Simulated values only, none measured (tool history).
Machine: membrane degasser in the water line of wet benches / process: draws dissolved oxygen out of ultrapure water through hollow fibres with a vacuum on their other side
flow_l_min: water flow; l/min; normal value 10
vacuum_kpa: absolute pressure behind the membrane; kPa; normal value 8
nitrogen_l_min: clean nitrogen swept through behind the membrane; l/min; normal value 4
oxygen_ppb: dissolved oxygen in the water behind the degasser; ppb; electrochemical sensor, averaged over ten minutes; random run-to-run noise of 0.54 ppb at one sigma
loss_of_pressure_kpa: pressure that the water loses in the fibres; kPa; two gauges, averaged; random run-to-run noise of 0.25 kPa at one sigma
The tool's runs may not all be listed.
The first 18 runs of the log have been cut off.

Run 19, hour 1055.7: usual settings but flow_l_min 15 l/min, vacuum_kpa 12.95 kPa, nitrogen_l_min 11.35 l/min. Result: oxygen_ppb 75.8 ppb, loss_of_pressure_kpa 100.06 kPa.
Run 20, hour 1105.4: usual settings but flow_l_min 15 l/min, vacuum_kpa 12.95 kPa, nitrogen_l_min 11.35 l/min. Result: oxygen_ppb 76.4 ppb, loss_of_pressure_kpa 99.85 kPa.
Run 21, hour 1179.3: usual settings but vacuum_kpa 8.83 kPa, nitrogen_l_min 4.37 l/min. Result: oxygen_ppb 49.3 ppb, loss_of_pressure_kpa 66.74 kPa.
Run 22, hour 1232: usual settings but vacuum_kpa 8.83 kPa, nitrogen_l_min 4.37 l/min. Result: oxygen_ppb 49.3 ppb, loss_of_pressure_kpa 66.71 kPa.
Run 23, hour 1302: usual settings but flow_l_min 13 l/min, vacuum_kpa 6.48 kPa. Result: oxygen_ppb 58.3 ppb, loss_of_pressure_kpa 87.06 kPa.
Run 24, hour 1358.2: usual settings but flow_l_min 13 l/min, vacuum_kpa 6.48 kPa. Result: oxygen_ppb 58.7 ppb, loss_of_pressure_kpa 87.06 kPa.
Run 25, hour 1439.4: usual settings but vacuum_kpa 18.56 kPa, nitrogen_l_min 5.36 l/min. Result: oxygen_ppb 88.6 ppb, loss_of_pressure_kpa 66.72 kPa.
Run 26, hour 1487.3: usual settings but vacuum_kpa 12.08 kPa, nitrogen_l_min 6.68 l/min. Result: oxygen_ppb 51.6 ppb, loss_of_pressure_kpa 66.93 kPa.
Run 27, hour 1560.9: usual settings but flow_l_min 8 l/min. Result: oxygen_ppb 34.3 ppb, loss_of_pressure_kpa 53.05 kPa.

Run 28 comes next. What will it give?
Run 28, hour 1623.5: usual settings but flow_l_min 8 l/min. Result: oxygen_ppb ?, loss_of_pressure_kpa ?.

oxygen_ppb: 34.8 ppb
loss_of_pressure_kpa: 53.63 kPa
Without the tool's hidden state the same run would have given oxygen_ppb 32.5 ppb, loss_of_pressure_kpa 51.87 kPa.
